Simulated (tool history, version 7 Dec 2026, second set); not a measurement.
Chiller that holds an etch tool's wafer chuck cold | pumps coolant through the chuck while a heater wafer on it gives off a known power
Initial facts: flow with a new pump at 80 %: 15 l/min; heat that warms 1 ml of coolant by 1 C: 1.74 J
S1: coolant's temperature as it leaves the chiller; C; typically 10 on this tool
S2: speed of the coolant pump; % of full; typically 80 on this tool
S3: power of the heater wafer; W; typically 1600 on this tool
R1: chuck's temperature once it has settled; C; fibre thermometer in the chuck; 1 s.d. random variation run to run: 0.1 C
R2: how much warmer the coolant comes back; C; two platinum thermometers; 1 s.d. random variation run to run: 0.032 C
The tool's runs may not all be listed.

run      day  S1  S2    S3    R1    R2
  1        0  10  80  1600  21.8  3.68
  2    8.025  11  80  1600  22.6  3.63
  3   15.029  11  80  1600  22.7  3.69
      19.783  -- chiller's thermometer calibrated
  4   19.858  11  80  1600  22.7  3.71
  5   28.004  11  80  1600  22.4  3.68
  6   32.167  11  80  1600  22.7  3.69
  7   35.754  11  80  1600  22.7  3.64
      41.438  -- coolant changed, channels flushed
  8   44.508  11  80  1600  22.7  3.74
  9     52.4  11  80  1600  22.6  3.67
 10   57.771  10  80  1600  21.8  3.64
 11   61.883  10  79  1600  21.6  3.78
 12   69.038  10  79  1097    18  2.55
 13   75.008  10  79  1097  18.1  2.64
 14   83.171  10  80  1963  24.3  4.46
 15   88.867  10  80  1600  21.7  3.74
 16   95.321  10  62  1600  23.5  4.83
 17  102.317  10  73  2091  26.1  5.28
 18  105.833   1  73  2091  17.1  5.27
 19  113.125   1  73  2091    17  5.27
 20   119.25  10  81  1489  20.7  3.31
 21  122.921  10  97  1280  18.4  2.41
 22  128.104  10  70  1587  22.6  4.23
 23  134.929  10  67  1587  22.9  4.41
      142.45  -- chiller's thermometer calibrated
 24  143.375   0  64  1576    13  4.62
 25  148.758   0  64  1576    13   4.6
 26  155.779   8  64  1576    21  4.63
 27  163.842  10  71  1600  22.6  4.16
 28   168.75  10  82  1179  18.6  2.65
 29  173.021  10  82  1179  18.4  2.66
 30  178.979  10  82  1179  18.4  2.67
 31  184.796  10  93  1344  18.8  2.59

Predict each of these 3 candidate next runs independently; none follows another, all start after run 31:
  A  188.825  10  80  1600   ?   ?
  B  188.825   9  70  1600   ?   ?
  C  188.825   9  62  1344   ?   ?

run    R1    R2
  A  21.7  3.66
  B  21.7  4.21
  C  20.3  4.05
Without the tool's unlogged condition, the same runs would have read:
run    R1    R2
  A  21.7  3.66
  B  21.7  4.21
  C  20.3  4.05
